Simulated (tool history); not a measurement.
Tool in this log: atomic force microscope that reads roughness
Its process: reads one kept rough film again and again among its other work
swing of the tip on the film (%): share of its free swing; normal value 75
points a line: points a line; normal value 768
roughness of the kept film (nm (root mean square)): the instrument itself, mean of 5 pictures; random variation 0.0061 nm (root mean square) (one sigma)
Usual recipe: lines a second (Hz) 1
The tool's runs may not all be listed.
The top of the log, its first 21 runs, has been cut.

run,hour,lines a second (Hz),swing of the tip on the film (%),points a line,pictures with this tip,hours of work since the height scale was calibrated,roughness of the kept film (nm (root mean square))
# hour 176.5: height scale calibrated on a step standard, once more
22,180.5,1,75,931,57,3,1.032
23,190.1,1,75,768,75,10,0.996
24,200.7,3.27,77,266,93,17,0.865
25,212.4,2.79,84,384,114,26,0.84
26,221.1,2.79,84,384,130,32,0.81
# hour 222.9: new tip fitted
27,232.1,0.97,59,440,17,39,1.121
28,237.8,1.44,90,348,27,43,0.998
29,248.6,0.89,90,1010,46,51,1.015
30,256,2.01,68,330,59,56,1.005
31,262.2,2.52,67,320,70,61,0.963
32,272.1,0.61,75,768,88,68,1.001
33,283.2,0.66,75,371,108,76,0.949
34,290,0.66,75,371,120,80,0.936
# hour 297.6: new tip fitted
35,301.2,0.71,55,371,7,88,1.148
36,311.6,0.71,55,371,25,95,1.114
37,317,1.74,55,371,35,99,1.076
38,327.5,0.73,75,768,54,107,1.058
39,340,0.73,75,768,76,116,1.014
40,345.5,0.53,75,322,86,119,0.986
41,356.2,2.62,78,325,105,127,0.889
42,362.8,2.62,78,372,117,132,0.882
# hour 372.2: new tip fitted
43,373.8,3.3,75,768,3,139,1.055
44,383,0.71,75,768,20,146,1.101
45,395,0.71,75,326,41,154,1.042

Predict each of these 4 candidate next runs independently; none follows another, all start after run 45:
A,400.6,2.7,70,724,51,158,?
B,400.6,2.9,80,584,51,158,?
C,400.6,1,75,428,51,158,?
D,400.6,1.5,75,525,51,158,?

run,roughness of the kept film (nm (root mean square))
A,0.997
B,0.955
C,1.026
D,1.017
Take away the tool's hidden state, keep each run's random variation, and the runs would have read:
run,roughness of the kept film (nm (root mean square))
A,1.088
B,1.042
C,1.12
D,1.11
